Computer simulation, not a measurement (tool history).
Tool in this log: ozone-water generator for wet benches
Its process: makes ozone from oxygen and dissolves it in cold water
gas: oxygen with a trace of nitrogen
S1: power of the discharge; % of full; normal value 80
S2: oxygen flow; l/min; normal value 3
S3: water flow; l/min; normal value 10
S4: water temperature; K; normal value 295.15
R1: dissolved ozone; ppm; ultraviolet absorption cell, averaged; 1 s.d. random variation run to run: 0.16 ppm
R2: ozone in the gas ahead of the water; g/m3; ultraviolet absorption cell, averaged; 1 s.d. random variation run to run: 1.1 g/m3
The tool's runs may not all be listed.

| run | hour | S1 | S2 | S3 | S4 | R1 | R2 |
|---|---|---|---|---|---|---|---|
| 1 | 0 | 80 | 3 | 10 | 295.15 | 18.7 | 174.7 |
| 2 | 68.1 | 80 | 3 | 10 | 295.15 | 18.4 | 174.3 |
| 3 | 201.7 | 80 | 3 | 10 | 295.15 | 18.7 | 173.7 |
| 4 | 296.3 | 80 | 3 | 10 | 295.15 | 18 | 174.3 |
| 5 | 416.4 | 80 | 3 | 10 | 295.15 | 18.1 | 174.1 |
| 6 | 481.3 | 80 | 3 | 10 | 295.15 | 18.4 | 172.2 |
| 7 | 548.1 | 80 | 4.78 | 10 | 302.15 | 15.6 | 138.8 |
| 8 | 645.5 | 56 | 3.53 | 8 | 294.15 | 17 | 124.9 |
| 9 | 727.8 | 41 | 2.17 | 13 | 288.15 | 9.6 | 125.5 |
| 10 | 798.3 | 83 | 4.19 | 14 | 288.15 | 15.8 | 149.8 |
| 11 | 889.3 | 80 | 4.95 | 10 | 294.15 | 17.9 | 134.6 |

Hidden state or all else? Some run-to-run changes of R1, split into what the settings, what came in and random variation would give without the hidden state, and what is left for the hidden state (with any gauge scatter that isn't in both results):
The tool's hidden condition here consists of: yield of the discharge, % of new electrodes'; contactor's efficiency, % of a clean one's; true water temperature over the reading, C; drift of the gauge itself on ozone_ppm, %; drift of the gauge itself on gas_g_m3, %.
Run 8 -> 9: S1 56 -> 41, S2 3.53 -> 2.17, S3 8 -> 13, S4 294.15 -> 288.15. R1 -7.4 ppm: hidden state +1, all else -8.4.
Run 9 -> 10: S1 41 -> 83, S2 2.17 -> 4.19, S3 13 -> 14. R1 +6.2 ppm: hidden state -1.7, all else +7.9.
